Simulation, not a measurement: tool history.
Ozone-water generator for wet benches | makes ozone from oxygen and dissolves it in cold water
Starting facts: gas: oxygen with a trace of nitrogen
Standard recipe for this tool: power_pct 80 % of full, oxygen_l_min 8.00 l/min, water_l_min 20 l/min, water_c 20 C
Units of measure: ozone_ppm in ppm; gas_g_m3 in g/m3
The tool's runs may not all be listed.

Run 1, hour 0.0: usual settings. Result: ozone_ppm 29.2 ppm, gas_g_m3 271.9 g/m3.
Run 2, hour 30.6: usual settings. Result: ozone_ppm 29.2 ppm, gas_g_m3 270.3 g/m3.
Run 3, hour 67.1: usual settings. Result: ozone_ppm 29.3 ppm, gas_g_m3 272.1 g/m3.
Run 4, hour 82.5: usual settings. Result: ozone_ppm 29.4 ppm, gas_g_m3 272.5 g/m3.
Run 5, hour 98.3: usual settings. Result: ozone_ppm 29.4 ppm, gas_g_m3 271.3 g/m3.
Run 6, hour 129.2: usual settings. Result: ozone_ppm 29.3 ppm, gas_g_m3 269.7 g/m3.
Run 7, hour 159.7: usual settings but water_l_min 30 l/min. Result: ozone_ppm 19.5 ppm, gas_g_m3 272.3 g/m3.
Run 8, hour 186.8: usual settings but water_l_min 18 l/min. Result: ozone_ppm 31.9 ppm, gas_g_m3 270.8 g/m3.
Run 9, hour 220.8: usual settings but power_pct 92 % of full. Result: ozone_ppm 30.9 ppm, gas_g_m3 293.6 g/m3.
Run 10, hour 245.8: usual settings but power_pct 92 % of full. Result: ozone_ppm 31.1 ppm, gas_g_m3 289.5 g/m3.
Run 11, hour 269.8: usual settings but power_pct 92 % of full. Result: ozone_ppm 31.0 ppm, gas_g_m3 292.7 g/m3.
At hour 273.1: water thermometer calibrated.
Run 12, hour 297.5: usual settings but power_pct 92 % of full. Result: ozone_ppm 31.0 ppm, gas_g_m3 289.6 g/m3.
Run 13, hour 317.3: usual settings but power_pct 92 % of full. Result: ozone_ppm 31.2 ppm, gas_g_m3 290.4 g/m3.
Run 14, hour 335.4: usual settings but water_l_min 19 l/min. Result: ozone_ppm 30.5 ppm, gas_g_m3 269.8 g/m3.
Run 15, hour 359.2: usual settings. Result: ozone_ppm 29.2 ppm, gas_g_m3 269.1 g/m3.
Run 16, hour 392.4: usual settings but water_c 24 C. Result: ozone_ppm 26.8 ppm, gas_g_m3 269.0 g/m3.
Run 17, hour 409.9: usual settings but oxygen_l_min 8.68 l/min. Result: ozone_ppm 28.6 ppm, gas_g_m3 260.5 g/m3.
At hour 437.9: water thermometer calibrated, once more.
Run 18, hour 443.7: usual settings but oxygen_l_min 8.68 l/min. Result: ozone_ppm 28.6 ppm, gas_g_m3 257.3 g/m3.
Run 19, hour 474.4: usual settings but oxygen_l_min 12.00 l/min, water_c 25 C. Result: ozone_ppm 23.7 ppm, gas_g_m3 208.4 g/m3.
Run 20, hour 504.2: usual settings but power_pct 82 % of full, water_l_min 12 l/min. Result: ozone_ppm 43.6 ppm, gas_g_m3 273.2 g/m3.
Run 21, hour 535.4: usual settings but power_pct 82 % of full, water_l_min 12 l/min. Result: ozone_ppm 43.4 ppm, gas_g_m3 274.6 g/m3.
Run 22, hour 569.9: usual settings but oxygen_l_min 5.05 l/min. Result: ozone_ppm 30.6 ppm, gas_g_m3 355.0 g/m3.
Run 23, hour 600.5: usual settings but power_pct 48 % of full, oxygen_l_min 5.05 l/min, water_c 26 C. Result: ozone_ppm 21.4 ppm, gas_g_m3 276.9 g/m3.
Run 24, hour 618.5: usual settings but power_pct 60 % of full. Result: ozone_ppm 25.0 ppm, gas_g_m3 233.2 g/m3.
Run 25, hour 647.8: usual settings but oxygen_l_min 4.31 l/min. Result: ozone_ppm 30.6 ppm, gas_g_m3 388.1 g/m3.
Run 26, hour 677.7: usual settings but oxygen_l_min 13.12 l/min. Result: ozone_ppm 25.8 ppm, gas_g_m3 201.0 g/m3.
Run 27, hour 696.8: usual settings but power_pct 68 % of full, oxygen_l_min 4.99 l/min, water_l_min 30 l/min, water_c 22 C. Result: ozone_ppm 17.4 ppm, gas_g_m3 331.2 g/m3.
Run 28, hour 732.5: usual settings but power_pct 59 % of full, oxygen_l_min 7.84 l/min, water_l_min 30 l/min, water_c 22 C. Result: ozone_ppm 16.0 ppm, gas_g_m3 231.9 g/m3.
Run 29, hour 764.7: usual settings but oxygen_l_min 12.71 l/min, water_l_min 21 l/min, water_c 25 C. Result: ozone_ppm 22.1 ppm, gas_g_m3 204.4 g/m3.
Run 30, hour 786.2: usual settings but power_pct 69 % of full, water_l_min 17 l/min. Result: ozone_ppm 30.7 ppm, gas_g_m3 250.1 g/m3.
Run 31, hour 808.8: usual settings but power_pct 40 % of full, oxygen_l_min 4.15 l/min, water_l_min 22 l/min. Result: ozone_ppm 19.4 ppm, gas_g_m3 281.3 g/m3.
Run 32, hour 841.4: usual settings but power_pct 40 % of full, oxygen_l_min 8.73 l/min, water_l_min 22 l/min, water_c 24 C. Result: ozone_ppm 17.0 ppm, gas_g_m3 178.7 g/m3.
Run 33, hour 871.2: usual settings but power_pct 91 % of full. Result: ozone_ppm 30.8 ppm, gas_g_m3 286.9 g/m3.
Run 34, hour 890.6: usual settings but power_pct 91 % of full, oxygen_l_min 8.25 l/min, water_c 14 C. Result: ozone_ppm 33.6 ppm, gas_g_m3 280.0 g/m3.

Here are 3 independent what-if runs from the current tool condition. What would each one return?
Run A, hour 908.8: usual settings but power_pct 77 % of full, oxygen_l_min 11.40 l/min. Result: ozone_ppm ?, gas_g_m3 ?.
Run B, hour 908.8: usual settings but water_c 13 C. Result: ozone_ppm ?, gas_g_m3 ?.
Run C, hour 908.8: usual settings but water_c 23 C. Result: ozone_ppm ?, gas_g_m3 ?.

run  ozone_ppm  gas_g_m3
  A       25.9     210.4
  B       32.5     267.7
  C       26.9     268.5
Without the tool's hidden state the same runs would have given:
run  ozone_ppm  gas_g_m3
  A       26.5     213.2
  B       33.3     271.3
  C       27.5     272.1
